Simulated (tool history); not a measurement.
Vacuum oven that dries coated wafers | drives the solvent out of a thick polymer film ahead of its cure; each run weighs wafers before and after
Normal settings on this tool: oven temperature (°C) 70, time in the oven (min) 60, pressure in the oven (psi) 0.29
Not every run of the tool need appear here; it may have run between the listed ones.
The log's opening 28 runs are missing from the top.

run   hour  oven temperature (°C)  time in the oven (min)  pressure in the oven (psi)  solvent left in the film (%)
 29  674.3                     75                     101                       0.222                          0.66
 30  697.9                     65                      60                       0.193                          1.83
 31  727.7                     58                     104                       0.667                          4.76
 32  761.7                     77                      60                       0.357                          1.06
 33  791.1                     61                      60                       0.429                          3.79
 34  810.9                     60                      39                       0.145                          4.37
 35    841                     56                      41                       0.148                          5.37
 36  866.8                     56                      41                       0.148                          5.31
 37  900.2                     70                      60                       0.811                          3.26
 38  933.5                     72                      34                       0.162                          1.81

Alternative continuations, all from the tool just after run 38; predict every row:
  A  958.7                     81                      42                       0.699                             ?
  B  958.7                     66                      37                        0.29                             ?
  C  958.7                     84                      60                        0.29                             ?
  D  958.7                     70                      60                       0.305                             ?

run  solvent left in the film (%)
  A                          1.71
  B                          3.33
  C                          0.58
  D                          1.47
With no hidden state in the tool, these same runs would have given:
run  solvent left in the film (%)
  A                          1.71
  B                          3.33
  C                          0.58
  D                          1.46
